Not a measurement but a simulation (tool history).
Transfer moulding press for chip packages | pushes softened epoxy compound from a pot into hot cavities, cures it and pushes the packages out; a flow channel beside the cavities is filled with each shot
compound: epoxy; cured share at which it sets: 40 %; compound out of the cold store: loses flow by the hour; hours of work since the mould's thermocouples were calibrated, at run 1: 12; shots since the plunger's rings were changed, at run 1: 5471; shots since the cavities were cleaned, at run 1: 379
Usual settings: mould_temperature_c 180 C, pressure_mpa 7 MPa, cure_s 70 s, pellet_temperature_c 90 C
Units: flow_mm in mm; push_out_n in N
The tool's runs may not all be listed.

run	hour	mould_temperature_c	pressure_mpa	cure_s	pellet_temperature_c	hours of work since the mould's thermocouples were calibrated	shots since the plunger's rings were changed	shots since the cavities were cleaned	incoming compound's hours out of the cold store	flow_mm	push_out_n
1	0	180	7	70	90	12	5471	379	48	627	867
# hour 17.7: plunger's sealing rings changed
# hour 24.4: cavities cleaned with cleaning compound and waxed
2	76.5	180	7	70	90	44	526	478	14.6	712	976
# hour 85.8: cavities cleaned with cleaning compound and waxed
3	118.2	179	7	70	90	61	896	298	9.6	725	997
# hour 150: cavities cleaned with cleaning compound and waxed
4	177.5	180	7	70	90	87	1427	253	30.1	676	825
# hour 215.4: cavities cleaned with cleaning compound and waxed
5	260.4	180	7	70	82	122	2174	413	16.9	703	927
# hour 275.8: cavities cleaned with cleaning compound and waxed
6	310	180	7	94	90	143	2616	314	12.4	709	527
# hour 335.9: cavities cleaned with cleaning compound and waxed
7	390.5	180	7	70	95	178	3342	502	29	672	881
# hour 396.2: cavities cleaned with cleaning compound and waxed
8	433.5	180	7	70	95	196	3724	343	22.8	681	841
# hour 442.8: mould's thermocouples calibrated
# hour 458.2: cavities cleaned with cleaning compound and waxed
9	489.3	180	7	70	95	20	4204	286	13.1	699	891
# hour 520: cavities cleaned with cleaning compound and waxed
10	565.9	180	7	70	95	53	4894	422	35.5	651	889
# hour 572.7: mould's thermocouples calibrated, once more
# hour 586.2: cavities cleaned with cleaning compound and waxed
11	628.6	180	7	70	95	24	5437	389	13.2	692	902
# hour 651.7: plunger's sealing rings changed
# hour 653.2: cavities cleaned with cleaning compound and waxed
12	691.2	180	7	70	95	50	349	349	18.2	704	871
# hour 717.7: cavities cleaned with cleaning compound and waxed
13	770.5	180	7	70	90	84	1063	485	19.6	701	931
# hour 776.9: cavities cleaned with cleaning compound and waxed
# hour 835.3: cavities cleaned with cleaning compound and waxed
14	850.6	180	7	70	95	117	1772	141	46.8	644	665
# hour 898.6: cavities cleaned with cleaning compound and waxed
15	905.6	180	7	70	95	141	2263	64	14.9	706	704
# hour 958.6: cavities cleaned with cleaning compound and waxed
16	971	180	7	70	95	169	2850	114	21.2	690	706
# hour 1020.2: cavities cleaned with cleaning compound and waxed
17	1020.2	180	8.7	70	88	190	3288	0	21.6	766	607
18	1067.3	188	7.64	56	96	210	3721	433	39.8	658	981
# hour 1081: cavities cleaned with cleaning compound and waxed
19	1109.1	188	7.64	56	96	228	4091	258	17.2	703	944
# hour 1144.9: cavities cleaned with cleaning compound and waxed
20	1182.4	188	7.64	56	96	259	4751	345	8.4	720	1008
# hour 1206.1: cavities cleaned with cleaning compound and waxed
21	1227.2	188	7.67	68	96	278	5148	194	46	645	525
# hour 1265.7: cavities cleaned with cleaning compound and waxed
# hour 1281.5: plunger's sealing rings changed
22	1301.5	183	5.25	108	90	309	185	306	43.9	563	495
# hour 1329.4: cavities cleaned with cleaning compound and waxed
# hour 1388.6: cavities cleaned with cleaning compound and waxed
23	1388.6	180	7	70	84	346	956	0	35.7	673	664
# hour 1452.2: cavities cleaned with cleaning compound and waxed
24	1474.2	180	7	70	84	383	1729	202	34	672	841
# hour 1505.1: mould's thermocouples calibrated
# hour 1513: cavities cleaned with cleaning compound and waxed
25	1526	172	7	64	96	8	2173	119	45.7	666	1347
# hour 1576.2: cavities cleaned with cleaning compound and waxed
26	1594	173	5.35	70	86	38	2784	164	22.7	619	1310

The next listed run, before its measurement:
# hour 1638.2: cavities cleaned with cleaning compound and waxed
27	1638.2	173	5.35	70	86	56	3176	0	17.7	?	?

Run 27 gave flow_mm 626 mm, push_out_n 1072 N.
Without the tool's hidden state the same run would have given flow_mm 640 mm, push_out_n 1042 N.
